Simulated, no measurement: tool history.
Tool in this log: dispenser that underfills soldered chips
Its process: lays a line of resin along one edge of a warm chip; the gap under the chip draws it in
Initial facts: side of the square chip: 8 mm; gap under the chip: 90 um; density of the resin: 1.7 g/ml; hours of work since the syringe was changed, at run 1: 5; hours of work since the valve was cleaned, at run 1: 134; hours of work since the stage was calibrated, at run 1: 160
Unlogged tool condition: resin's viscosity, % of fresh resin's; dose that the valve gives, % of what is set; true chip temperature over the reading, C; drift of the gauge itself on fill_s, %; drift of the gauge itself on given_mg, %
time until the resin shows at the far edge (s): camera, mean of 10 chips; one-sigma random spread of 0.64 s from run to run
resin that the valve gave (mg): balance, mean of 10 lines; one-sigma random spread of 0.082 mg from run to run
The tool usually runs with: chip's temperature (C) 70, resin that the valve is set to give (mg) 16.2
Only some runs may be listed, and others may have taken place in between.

run     day  chip's temperature (C)  resin that the valve is set to give (mg)  hours of work since the syringe was changed  hours of work since the valve was cleaned  hours of work since the stage was calibrated  time until the resin shows at the far edge (s)  resin that the valve gave (mg)
  1       0                      70                                      16.2                                            5                                        134                                           160                                            82.5                           14.37
      0.183  -- new syringe of resin
  2   0.404                      70                                      16.2                                            4                                        140                                           166                                            72.3                           14.25
      0.679  -- new syringe of resin
  3   0.738                      70                                      16.2                                            1                                        145                                           172                                            63.7                            14.2
      0.908  -- dispensing valve cleaned and set on the balance
      1.225  -- new syringe of resin
  4     1.3                      70                                      16.2                                            1                                          6                                           180                                            63.3                           16.06
  5   1.588                      71                                      16.2                                            6                                         11                                           184                                            82.6                           16.02
      1.721  -- new syringe of resin
  6   1.992                      71                                      16.2                                            4                                         17                                           191                                            72.2                           16.05
      2.212  -- new syringe of resin
  7    2.45                      70                                        20                                            4                                         24                                           198                                            74.4                           19.65
        2.7  -- new syringe of resin
  8   2.896                      70                                      18.7                                            3                                         31                                           205                                            72.5                           18.13
  9    3.15                      70                                      16.2                                            7                                         35                                           209                                            93.3                           15.95
        3.2  -- new syringe of resin
 10   3.571                      79                                      16.2                                            6                                         42                                           216                                            64.5                           15.58
      3.725  -- new syringe of resin
 11   3.925                      70                                      16.2                                            3                                         47                                           221                                            74.1                           15.58
      4.221  -- new syringe of resin
 12   4.404                      70                                      16.2                                            3                                         55                                           229                                            71.7                            15.5
      4.725  -- new syringe of resin
 13   4.812                      70                                      20.7                                            1                                         61                                           235                                            66.3                           19.64
      5.221  -- new syringe of resin
 14   5.296                      70                                      20.7                                            1                                         69                                           243                                            64.6                            19.6
      5.721  -- new syringe of resin
 15   5.779                      58                                      16.2                                            1                                         77                                           250                                            96.3                           15.19
 16   6.038                      58                                      16.2                                            5                                         81                                           254                                           126.6                           15.05
      6.221  -- new syringe of resin
 17   6.392                      68                                      16.2                                            3                                         86                                           260                                            76.7                           15.08
      6.721  -- new syringe of resin
 18   6.896                      56                                      18.1                                            3                                         94                                           268                                           115.5                           16.78
      7.212  -- new syringe of resin
 19   7.221                      56                                      18.1                                            0                                         99                                           273                                           100.9                           16.58
 20   7.571                      64                                        16                                            6                                        105                                           279                                             107                           14.47
      7.721  -- new syringe of resin
 21   7.858                      56                                        16                                            2                                        109                                           283                                           116.1                           14.56
 22   8.075                      56                                        15                                            6                                        113                                           287                                           145.1                           13.62
      8.212  -- new syringe of resin
 23   8.358                      78                                      16.2                                            2                                        117                                           291                                            54.2                            14.7
 24   8.604                      64                                      14.1                                            6                                        121                                           295                                           113.7                           12.56
      8.721  -- new syringe of resin
 25   9.075                      57                                      14.6                                            6                                        129                                           302                                           140.6                           13.05
      9.212  -- new syringe of resin
 26   9.375                      76                                      16.8                                            3                                        133                                           307                                            57.5                            14.9
 27   9.617                      70                                        19                                            7                                        137                                           311                                              87                           16.86
      9.717  -- new syringe of resin
 28   9.958                      70                                        19                                            4                                        142                                           316                                            76.1                            16.7
     10.212  -- new syringe of resin
 29  10.212                      70                                        19                                            0                                        146                                           320                                            61.1                           16.46
     10.308  -- dispensing valve cleaned and set on the balance
 30  10.504                      63                                      19.6                                            4                                          3                                           324                                            98.1                           19.77
 31  10.721                      75                                      16.4                                            7                                          7                                           328                                            81.4                           16.37
     10.771  -- new syringe of resin
 32  11.229                      85                                      14.6                                            7                                         15                                           336                                            58.1                           14.41
     11.288  -- new syringe of resin
 33   11.65                      75                                      17.3                                            6                                         21                                           342                                            71.2                           17.12
     11.783  -- new syringe of resin
 34  11.975                      75                                      17.3                                            3                                         26                                           347                                            61.6                           16.98

What if the next run were any one of these 4? Each begins from the tool's condition after run 34:
     12.288  -- new syringe of resin
  A  12.288                      75                                      18.2                                            0                                         31                                           352                                               ?                               ?
     12.288  -- new syringe of resin
  B  12.288                      59                                      17.8                                            0                                         31                                           352                                               ?                               ?
     12.288  -- new syringe of resin
  C  12.288                      70                                      20.2                                            0                                         31                                           352                                               ?                               ?
     12.288  -- new syringe of resin
  D  12.288                      69                                      15.2                                            0                                         31                                           352                                               ?                               ?

run  time until the resin shows at the far edge (s)  resin that the valve gave (mg)
  A                                            52.2                           17.63
  B                                            89.3                           17.23
  C                                            61.1                           19.69
  D                                            64.5                           14.75
Stripped of hidden state, with their random variation kept, the same runs would have yielded:
run  time until the resin shows at the far edge (s)  resin that the valve gave (mg)
  A                                              48                           18.07
  B                                            81.7                           17.65
  C                                            56.1                           20.17
  D                                            59.1                           15.11
